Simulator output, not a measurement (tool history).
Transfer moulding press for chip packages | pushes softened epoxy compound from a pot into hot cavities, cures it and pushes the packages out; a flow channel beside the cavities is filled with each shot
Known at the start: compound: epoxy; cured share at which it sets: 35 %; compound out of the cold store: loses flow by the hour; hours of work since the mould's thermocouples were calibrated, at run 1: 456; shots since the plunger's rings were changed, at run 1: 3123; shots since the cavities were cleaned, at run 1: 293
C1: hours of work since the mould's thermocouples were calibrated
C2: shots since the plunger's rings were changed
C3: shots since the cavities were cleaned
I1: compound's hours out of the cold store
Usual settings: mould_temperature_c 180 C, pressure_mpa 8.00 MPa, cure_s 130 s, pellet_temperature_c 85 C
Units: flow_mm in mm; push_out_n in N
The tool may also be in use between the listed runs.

Run 1, day 0.000: usual settings; C1 456; C2 3123; C3 293; I1 9.8. Result: flow_mm 1051 mm, push_out_n 463 N.
At day 1.054: cavities cleaned with cleaning compound and waxed.
At day 2.021: mould's thermocouples calibrated.
Run 2, day 2.533: usual settings but pressure_mpa 8.51 MPa; C1 9; C2 3730; C3 354; I1 15.1. Result: flow_mm 1054 mm, push_out_n 467 N.
At day 3.375: cavities cleaned with cleaning compound and waxed.
Run 3, day 4.112: usual settings but pressure_mpa 8.51 MPa, pellet_temperature_c 90 C; C1 35; C2 4115; C3 187; I1 22.0. Result: flow_mm 1039 mm, push_out_n 451 N.
Run 4, day 5.471: usual settings but pressure_mpa 8.51 MPa, pellet_temperature_c 90 C; C1 59; C2 4460; C3 532; I1 27.8. Result: flow_mm 1012 mm, push_out_n 432 N.
At day 5.646: cavities cleaned with cleaning compound and waxed.
Run 5, day 7.092: usual settings but pressure_mpa 8.51 MPa, cure_s 115 s, pellet_temperature_c 90 C; C1 86; C2 4856; C3 367; I1 25.3. Result: flow_mm 1023 mm, push_out_n 548 N.
At day 7.983: cavities cleaned with cleaning compound and waxed.
Run 6, day 8.733: usual settings but pressure_mpa 8.51 MPa, cure_s 115 s, pellet_temperature_c 90 C; C1 114; C2 5258; C3 192; I1 42.1. Result: flow_mm 959 mm, push_out_n 527 N.
At day 10.288: cavities cleaned with cleaning compound and waxed.
Run 7, day 11.175: usual settings but pressure_mpa 8.51 MPa, cure_s 115 s, pellet_temperature_c 90 C; C1 156; C2 5862; C3 225; I1 30.0. Result: flow_mm 1009 mm, push_out_n 530 N.
At day 12.500: cavities cleaned with cleaning compound and waxed.
At day 12.800: plunger's sealing rings changed.
Run 8, day 13.412: usual settings; C1 192; C2 155; C3 205; I1 36.6. Result: flow_mm 957 mm, push_out_n 451 N.
At day 14.796: cavities cleaned with cleaning compound and waxed.
Run 9, day 14.796: usual settings; C1 215; C2 490; C3 0; I1 20.2. Result: flow_mm 1011 mm, push_out_n 451 N.
Run 10, day 16.629: usual settings; C1 247; C2 956; C3 466; I1 41.1. Result: flow_mm 935 mm, push_out_n 455 N.
At day 17.088: cavities cleaned with cleaning compound and waxed.
At day 19.304: cavities cleaned with cleaning compound and waxed.
Run 11, day 19.304: usual settings; C1 292; C2 1605; C3 0; I1 10.3. Result: flow_mm 1055 mm, push_out_n 469 N.
Run 12, day 20.821: usual settings; C1 318; C2 1990; C3 385; I1 25.0. Result: flow_mm 1002 mm, push_out_n 456 N.
At day 21.529: cavities cleaned with cleaning compound and waxed.
Run 13, day 23.454: usual settings; C1 363; C2 2643; C3 489; I1 32.4. Result: flow_mm 979 mm, push_out_n 461 N.
At day 23.867: cavities cleaned with cleaning compound and waxed.
Run 14, day 25.300: usual settings; C1 394; C2 3097; C3 365; I1 10.9. Result: flow_mm 1048 mm, push_out_n 457 N.
At day 26.142: cavities cleaned with cleaning compound and waxed.
Run 15, day 28.083: usual settings; C1 442; C2 3788; C3 493; I1 29.6. Result: flow_mm 981 mm, push_out_n 443 N.
At day 28.492: cavities cleaned with cleaning compound and waxed.
Run 16, day 29.788: usual settings but mould_temperature_c 186 C, pressure_mpa 9.39 MPa, cure_s 128 s, pellet_temperature_c 94 C; C1 471; C2 4205; C3 330; I1 18.2. Result: flow_mm 1067 mm, push_out_n 406 N.
At day 30.679: cavities cleaned with cleaning compound and waxed.
At day 30.979: mould's thermocouples calibrated.
Run 17, day 32.067: usual settings but mould_temperature_c 185 C, pressure_mpa 9.20 MPa, cure_s 128 s, pellet_temperature_c 94 C; C1 19; C2 4747; C3 332; I1 16.5. Result: flow_mm 1060 mm, push_out_n 388 N.
At day 33.104: cavities cleaned with cleaning compound and waxed.
Run 18, day 34.296: usual settings but mould_temperature_c 183 C, pressure_mpa 7.99 MPa; C1 57; C2 5297; C3 302; I1 14.0. Result: flow_mm 1024 mm, push_out_n 406 N.
At day 35.312: cavities cleaned with cleaning compound and waxed.
Run 19, day 35.529: usual settings but mould_temperature_c 183 C, pressure_mpa 8.89 MPa, cure_s 147 s; C1 77; C2 5596; C3 56; I1 29.0. Result: flow_mm 1013 mm, push_out_n 373 N.
Run 20, day 37.138: usual settings but cure_s 119 s; C1 106; C2 6003; C3 463; I1 17.4. Result: flow_mm 1016 mm, push_out_n 526 N.
At day 37.592: cavities cleaned with cleaning compound and waxed.
At day 38.029: plunger's sealing rings changed.
Run 21, day 38.675: usual settings but mould_temperature_c 174 C, pressure_mpa 7.24 MPa, cure_s 164 s, pellet_temperature_c 78 C; C1 130; C2 165; C3 249; I1 34.0. Result: flow_mm 955 mm, push_out_n 463 N.
At day 39.975: cavities cleaned with cleaning compound and waxed.
Run 22, day 41.346: usual settings but mould_temperature_c 174 C, pressure_mpa 7.24 MPa, cure_s 164 s, pellet_temperature_c 78 C; C1 175; C2 827; C3 349; I1 42.5. Result: flow_mm 925 mm, push_out_n 452 N.
At day 42.238: cavities cleaned with cleaning compound and waxed.
Run 23, day 43.879: usual settings but mould_temperature_c 184 C, pellet_temperature_c 79 C; C1 218; C2 1455; C3 417; I1 32.3. Result: flow_mm 946 mm, push_out_n 398 N.
At day 44.562: cavities cleaned with cleaning compound and waxed.
Run 24, day 45.771: usual settings but pressure_mpa 7.30 MPa, cure_s 129 s; C1 250; C2 1920; C3 308; I1 17.5. Result: flow_mm 978 mm, push_out_n 467 N.

The next listed run, before its measurement:
At day 46.775: cavities cleaned with cleaning compound and waxed.
Run 25, day 47.000: usual settings but mould_temperature_c 175 C, pressure_mpa 6.79 MPa; C1 271; C2 2216; C3 57; I1 10.7. Result: flow_mm ?, push_out_n ?.

{"run 25": {"flow_mm": 994, "push_out_n": 644}}
Without the tool's hidden state the same run would have given flow_mm 995 mm, push_out_n 644 N.
